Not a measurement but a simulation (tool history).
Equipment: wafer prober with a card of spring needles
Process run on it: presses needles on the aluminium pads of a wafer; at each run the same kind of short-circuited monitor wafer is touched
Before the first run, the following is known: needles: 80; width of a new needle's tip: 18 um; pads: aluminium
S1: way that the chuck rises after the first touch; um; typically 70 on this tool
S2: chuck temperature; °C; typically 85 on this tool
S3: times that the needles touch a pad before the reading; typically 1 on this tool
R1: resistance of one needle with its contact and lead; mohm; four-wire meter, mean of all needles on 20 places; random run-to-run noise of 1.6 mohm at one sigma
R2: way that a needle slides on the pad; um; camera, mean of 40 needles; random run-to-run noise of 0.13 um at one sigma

{"run": 1, "hour": 0.0, "S1": 70, "S2": 85, "S3": 1, "R1": 177, "R2": 13.01}
{"hour": 8.7, "done": "tips cleaned on abrasive film"}
{"hour": 19.6, "done": "tips cleaned on abrasive film"}
{"hour": 30.5, "done": "tips cleaned on abrasive film"}
{"run": 2, "hour": 39.1, "S1": 70, "S2": 85, "S3": 1, "R1": 189, "R2": 12.78}
{"hour": 41.3, "done": "tips cleaned on abrasive film"}
{"hour": 52.1, "done": "tips cleaned on abrasive film"}
{"hour": 60.8, "done": "tips cleaned on abrasive film"}
{"hour": 71.7, "done": "tips cleaned on abrasive film"}
{"run": 3, "hour": 75.4, "S1": 70, "S2": 85, "S3": 1, "R1": 179, "R2": 12.56}
{"hour": 82.0, "done": "tips cleaned on abrasive film"}
{"hour": 92.9, "done": "tips cleaned on abrasive film"}
{"hour": 101.6, "done": "tips cleaned on abrasive film"}
{"hour": 112.5, "done": "tips cleaned on abrasive film"}
{"hour": 122.9, "done": "tips cleaned on abrasive film"}
{"run": 4, "hour": 122.9, "S1": 70, "S2": 85, "S3": 1, "R1": 170, "R2": 12.57}
{"hour": 131.6, "done": "tips cleaned on abrasive film"}
{"hour": 142.5, "done": "tips cleaned on abrasive film"}
{"hour": 152.9, "done": "tips cleaned on abrasive film"}
{"run": 5, "hour": 152.9, "S1": 70, "S2": 29, "S3": 1, "R1": 161, "R2": 12.37}
{"hour": 163.8, "done": "tips cleaned on abrasive film"}
{"hour": 174.7, "done": "tips cleaned on abrasive film"}
{"hour": 185.6, "done": "tips cleaned on abrasive film"}
{"hour": 196.4, "done": "tips cleaned on abrasive film"}
{"run": 6, "hour": 198.6, "S1": 70, "S2": 29, "S3": 1, "R1": 166, "R2": 12.35}
{"hour": 205.2, "done": "tips cleaned on abrasive film"}
{"hour": 216.1, "done": "tips cleaned on abrasive film"}
{"hour": 227.0, "done": "tips cleaned on abrasive film"}
{"hour": 237.9, "done": "tips cleaned on abrasive film"}
{"hour": 248.8, "done": "tips cleaned on abrasive film"}
{"run": 7, "hour": 249.7, "S1": 70, "S2": 29, "S3": 1, "R1": 163, "R2": 12.46}
{"hour": 258.5, "done": "tips cleaned on abrasive film"}
{"hour": 269.3, "done": "tips cleaned on abrasive film"}
{"hour": 280.2, "done": "tips cleaned on abrasive film"}
{"hour": 291.1, "done": "tips cleaned on abrasive film"}
{"run": 8, "hour": 296.5, "S1": 70, "S2": 29, "S3": 1, "R1": 183, "R2": 12.2}
{"hour": 300.9, "done": "tips cleaned on abrasive film"}
{"hour": 311.8, "done": "tips cleaned on abrasive film"}
{"hour": 320.6, "done": "tips cleaned on abrasive film"}
{"hour": 330.4, "done": "tips cleaned on abrasive film"}
{"run": 9, "hour": 330.4, "S1": 70, "S2": 29, "S3": 1, "R1": 162, "R2": 11.86}
{"hour": 341.3, "done": "tips cleaned on abrasive film"}
{"hour": 352.2, "done": "tips cleaned on abrasive film"}
{"hour": 360.9, "done": "tips cleaned on abrasive film"}
{"run": 10, "hour": 369.2, "S1": 70, "S2": 29, "S3": 1, "R1": 193, "R2": 11.99}
{"hour": 371.4, "done": "tips cleaned on abrasive film"}
{"hour": 382.3, "done": "tips cleaned on abrasive film"}
{"hour": 393.1, "done": "tips cleaned on abrasive film"}
{"run": 11, "hour": 400.9, "S1": 70, "S2": 29, "S3": 1, "R1": 188, "R2": 12.04}
{"hour": 403.2, "done": "tips cleaned on abrasive film"}
{"hour": 414.1, "done": "tips cleaned on abrasive film"}
{"hour": 422.8, "done": "tips cleaned on abrasive film"}
{"hour": 433.7, "done": "tips cleaned on abrasive film"}
{"run": 12, "hour": 440.2, "S1": 70, "S2": 29, "S3": 1, "R1": 187, "R2": 11.86}
{"hour": 444.5, "done": "tips cleaned on abrasive film"}
{"hour": 455.4, "done": "tips cleaned on abrasive film"}
{"hour": 466.3, "done": "tips cleaned on abrasive film"}
{"run": 13, "hour": 473.6, "S1": 52, "S2": 118, "S3": 1, "R1": 245, "R2": 8.23}
{"hour": 475.9, "done": "tips cleaned on abrasive film"}
{"hour": 486.8, "done": "tips cleaned on abrasive film"}
{"run": 14, "hour": 494.9, "S1": 53, "S2": 25, "S3": 1, "R1": 235, "R2": 8.32}
{"hour": 497.2, "done": "tips cleaned on abrasive film"}
{"hour": 508.1, "done": "tips cleaned on abrasive film"}
{"hour": 519.0, "done": "tips cleaned on abrasive film"}
{"run": 15, "hour": 523.5, "S1": 53, "S2": 27, "S3": 1, "R1": 209, "R2": 8.47}
{"hour": 527.9, "done": "tips cleaned on abrasive film"}
{"hour": 538.8, "done": "tips cleaned on abrasive film"}
{"hour": 545.6, "done": "height of the first contact set anew"}
{"hour": 550.0, "done": "tips cleaned on abrasive film"}
{"hour": 559.3, "done": "tips cleaned on abrasive film"}
{"run": 16, "hour": 559.3, "S1": 53, "S2": 27, "S3": 1, "R1": 167, "R2": 10.26}
{"hour": 570.2, "done": "tips cleaned on abrasive film"}
{"hour": 579.0, "done": "tips cleaned on abrasive film"}
{"run": 17, "hour": 584.7, "S1": 70, "S2": 41, "S3": 2, "R1": 173, "R2": 13.31}
{"hour": 589.1, "done": "tips cleaned on abrasive film"}
{"hour": 600.0, "done": "tips cleaned on abrasive film"}
{"hour": 610.9, "done": "tips cleaned on abrasive film"}
{"hour": 621.8, "done": "tips cleaned on abrasive film"}
{"run": 18, "hour": 626.0, "S1": 70, "S2": 101, "S3": 1, "R1": 188, "R2": 13.09}
{"hour": 632.6, "done": "tips cleaned on abrasive film"}
{"hour": 641.3, "done": "tips cleaned on abrasive film"}
{"hour": 652.2, "done": "tips cleaned on abrasive film"}
{"hour": 663.1, "done": "tips cleaned on abrasive film"}
{"hour": 673.2, "done": "tips cleaned on abrasive film"}
{"run": 19, "hour": 673.2, "S1": 70, "S2": 101, "S3": 1, "R1": 174, "R2": 13.24}
{"hour": 684.1, "done": "tips cleaned on abrasive film"}
{"hour": 695.0, "done": "tips cleaned on abrasive film"}
{"hour": 705.9, "done": "tips cleaned on abrasive film"}
{"hour": 714.8, "done": "tips cleaned on abrasive film"}
{"run": 20, "hour": 714.8, "S1": 70, "S2": 50, "S3": 3, "R1": 164, "R2": 12.77}
{"hour": 723.6, "done": "tips cleaned on abrasive film"}
{"hour": 734.5, "done": "tips cleaned on abrasive film"}
{"hour": 745.4, "done": "tips cleaned on abrasive film"}
{"run": 21, "hour": 753.5, "S1": 79, "S2": 48, "S3": 1, "R1": 182, "R2": 14.82}
{"hour": 755.8, "done": "tips cleaned on abrasive film"}
{"hour": 766.6, "done": "tips cleaned on abrasive film"}
{"hour": 775.4, "done": "tips cleaned on abrasive film"}
{"run": 22, "hour": 777.9, "S1": 62, "S2": 32, "S3": 2, "R1": 172, "R2": 11.3}
{"hour": 784.5, "done": "tips cleaned on abrasive film"}
{"hour": 795.4, "done": "tips cleaned on abrasive film"}
{"hour": 806.1, "done": "tips cleaned on abrasive film"}
{"run": 23, "hour": 811.5, "S1": 62, "S2": 32, "S3": 2, "R1": 178, "R2": 11.33}

Consider 3 possible next runs. They are alternatives, not a sequence: every one starts from the tool as it was left by run 23. What does each give?
{"hour": 815.9, "done": "tips cleaned on abrasive film"}
{"hour": 826.8, "done": "tips cleaned on abrasive film"}
{"hour": 837.7, "done": "tips cleaned on abrasive film"}
{"hour": 848.6, "done": "tips cleaned on abrasive film"}
{"hour": 859.4, "done": "tips cleaned on abrasive film"}
{"run": "A", "hour": 859.7, "S1": 53, "S2": 32, "S3": 2, "R1": "?", "R2": "?"}
{"hour": 815.9, "done": "tips cleaned on abrasive film"}
{"hour": 826.8, "done": "tips cleaned on abrasive film"}
{"hour": 837.7, "done": "tips cleaned on abrasive film"}
{"hour": 848.6, "done": "tips cleaned on abrasive film"}
{"hour": 859.4, "done": "tips cleaned on abrasive film"}
{"run": "B", "hour": 859.7, "S1": 75, "S2": 36, "S3": 3, "R1": "?", "R2": "?"}
{"hour": 815.9, "done": "tips cleaned on abrasive film"}
{"hour": 826.8, "done": "tips cleaned on abrasive film"}
{"hour": 837.7, "done": "tips cleaned on abrasive film"}
{"hour": 848.6, "done": "tips cleaned on abrasive film"}
{"hour": 859.4, "done": "tips cleaned on abrasive film"}
{"run": "C", "hour": 859.7, "S1": 62, "S2": 44, "S3": 1, "R1": "?", "R2": "?"}

run=A R1=166 R2=9.66
run=B R1=156 R2=13.90
run=C R1=169 R2=11.11
Stripped of hidden state, with their random variation kept, the same runs would have yielded:
run=A R1=153 R2=10.32
run=B R1=149 R2=14.56
run=C R1=156 R2=11.76
